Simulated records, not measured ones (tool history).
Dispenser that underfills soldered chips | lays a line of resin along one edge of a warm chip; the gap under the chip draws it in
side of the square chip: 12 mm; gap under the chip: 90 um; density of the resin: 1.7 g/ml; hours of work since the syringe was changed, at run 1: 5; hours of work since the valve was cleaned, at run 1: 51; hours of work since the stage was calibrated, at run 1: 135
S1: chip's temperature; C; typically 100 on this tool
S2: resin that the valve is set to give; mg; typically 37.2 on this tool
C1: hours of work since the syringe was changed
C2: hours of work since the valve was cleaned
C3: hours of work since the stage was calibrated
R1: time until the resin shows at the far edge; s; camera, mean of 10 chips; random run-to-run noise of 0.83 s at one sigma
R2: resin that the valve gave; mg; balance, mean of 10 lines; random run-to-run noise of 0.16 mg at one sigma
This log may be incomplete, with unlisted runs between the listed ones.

run 1 hour=0 | S1=100 S2=37.2 | C1=5 C2=51 C3=135 | R1=115.9 R2=36.18
run 2 hour=4.9 | S1=100 S2=37.2 | C1=8 C2=54 C3=138 | R1=143 R2=36.05
-- hour=6.6 new syringe of resin
run 3 hour=9.7 | S1=89 S2=37.2 | C1=2 C2=57 C3=140 | R1=130 R2=35.84
run 4 hour=14 | S1=89 S2=37.2 | C1=5 C2=59 C3=143 | R1=164 R2=35.94
-- hour=20.5 new syringe of resin
run 5 hour=20.5 | S1=89 S2=37.2 | C1=0 C2=63 C3=147 | R1=113.4 R2=35.95
run 6 hour=25.8 | S1=89 S2=37.2 | C1=3 C2=66 C3=150 | R1=145.9 R2=35.71
run 7 hour=33.3 | S1=89 S2=37.2 | C1=8 C2=71 C3=155 | R1=214.7 R2=35.81
-- hour=34.8 new syringe of resin
run 8 hour=42.6 | S1=100 S2=37.2 | C1=5 C2=77 C3=160 | R1=114 R2=35.6
run 9 hour=46.8 | S1=100 S2=37.2 | C1=7 C2=79 C3=163 | R1=140.6 R2=35.25
-- hour=48.9 new syringe of resin
run 10 hour=51.9 | S1=100 S2=37.2 | C1=2 C2=82 C3=166 | R1=93.9 R2=35.6
run 11 hour=57.3 | S1=99 S2=41.4 | C1=5 C2=86 C3=169 | R1=123 R2=39.37
-- hour=60.8 dispensing valve cleaned and set on the balance
-- hour=63.9 new syringe of resin
run 12 hour=65.4 | S1=88 S2=43.9 | C1=1 C2=3 C3=174 | R1=126.5 R2=43.83
run 13 hour=70.2 | S1=97 S2=43.9 | C1=4 C2=6 C3=176 | R1=119.2 R2=43.45
run 14 hour=76.6 | S1=100 S2=33.1 | C1=8 C2=10 C3=181 | R1=146.7 R2=32.55
-- hour=78.5 new syringe of resin
run 15 hour=81.5 | S1=100 S2=45 | C1=2 C2=12 C3=183 | R1=90.1 R2=44.51
run 16 hour=86.6 | S1=110 S2=39 | C1=5 C2=16 C3=187 | R1=83.3 R2=38.16
-- hour=92.4 new syringe of resin
run 17 hour=94 | S1=93 S2=44 | C1=1 C2=20 C3=191 | R1=106.2 R2=43.41
run 18 hour=100.6 | S1=106 S2=42.4 | C1=5 C2=24 C3=195 | R1=97.4 R2=41.51
run 19 hour=105 | S1=96 S2=42.4 | C1=8 C2=27 C3=198 | R1=164 R2=41.55
-- hour=106.6 new syringe of resin
run 20 hour=111.9 | S1=94 S2=32.6 | C1=3 C2=31 C3=202 | R1=130.9 R2=31.75

Forecast each of these 3 alternatives for the next run:
run A hour=117.5 | S1=104 S2=34.8 | C1=7 C2=34 C3=205 | R1=? R2=?
run B hour=117.5 | S1=86 S2=48.4 | C1=7 C2=34 C3=205 | R1=? R2=?
run C hour=117.5 | S1=110 S2=41.1 | C1=7 C2=34 C3=205 | R1=? R2=?

run=A R1=118.8 R2=33.68
run=B R1=220.3 R2=47.3
run=C R1=97.6 R2=40.1
With the hidden condition removed and each run's random variation left untouched, the same runs would have given:
run=A R1=67 R2=34.56
run=B R1=124.6 R2=48.52
run=C R1=55.4 R2=41.14
